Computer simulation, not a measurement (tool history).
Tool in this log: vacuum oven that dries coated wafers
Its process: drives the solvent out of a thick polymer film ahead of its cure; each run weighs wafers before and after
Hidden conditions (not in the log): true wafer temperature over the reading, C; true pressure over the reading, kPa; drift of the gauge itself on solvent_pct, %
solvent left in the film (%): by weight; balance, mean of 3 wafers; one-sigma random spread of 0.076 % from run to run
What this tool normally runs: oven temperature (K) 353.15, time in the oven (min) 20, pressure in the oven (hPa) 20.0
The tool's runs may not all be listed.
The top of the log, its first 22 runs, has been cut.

run	hour	oven temperature (K)	time in the oven (min)	pressure in the oven (hPa)	hours of work since the thermocouples were calibrated	hours of work since the vacuum gauge was cleaned of residue	solvent left in the film (%)
23	210.3	353.15	20	20.0	1260	220	7.00
24	218.6	353.15	20	20.0	1263	224	6.89
25	224.8	346.15	20	20.0	1266	226	11.28
26	239.3	346.15	20	20.0	1272	232	10.97
27	252.8	346.15	20	20.0	1278	238	11.21
28	264.6	342.15	12	28.3	1283	243	16.16
29	274.3	342.15	12	28.3	1287	247	15.86
30	288.3	342.15	31	29.5	1292	253	10.86
31	300.4	342.15	31	29.5	1297	258	10.89
32	306.4	362.15	14	13.3	1300	260	4.24
33	314.4	362.15	14	13.3	1303	264	4.33
34	325.2	363.15	20	20.0	1308	268	2.41
35	334.0	343.15	17	16.2	1311	272	13.31
36	340.4	356.15	13	25.7	1314	274	8.52
# hour 349.8: oven's thermocouples calibrated
37	350.6	347.15	12	71.1	0	278	14.27
38	357.6	348.15	12	33.5	3	281	12.26
39	365.1	348.15	12	33.5	6	284	12.39
40	372.4	354.15	12	54.4	9	287	9.55
41	380.9	357.15	25	18.9	13	291	2.69
42	393.9	346.15	15	52.1	18	296	12.78
43	404.9	349.15	11	39.5	23	301	12.73
44	414.8	367.15	25	23.8	27	305	0.84
45	423.8	355.15	17	18.0	31	308	5.54
46	433.8	349.15	11	43.7	35	313	12.81

Below are 4 alternative next runs, each starting from the tool's condition after run 46. Predict each:
A	439.9	352.15	11	43.7	38	315	?
B	439.9	353.15	19	39.3	38	315	?
C	439.9	349.15	11	21.4	38	315	?
D	439.9	343.15	11	43.7	38	315	?

run	solvent left in the film (%)
A	11.06
B	6.83
C	11.80
D	15.64
With no hidden state in the tool, these same runs would have given:
run	solvent left in the film (%)
A	11.12
B	6.88
C	11.85
D	15.68

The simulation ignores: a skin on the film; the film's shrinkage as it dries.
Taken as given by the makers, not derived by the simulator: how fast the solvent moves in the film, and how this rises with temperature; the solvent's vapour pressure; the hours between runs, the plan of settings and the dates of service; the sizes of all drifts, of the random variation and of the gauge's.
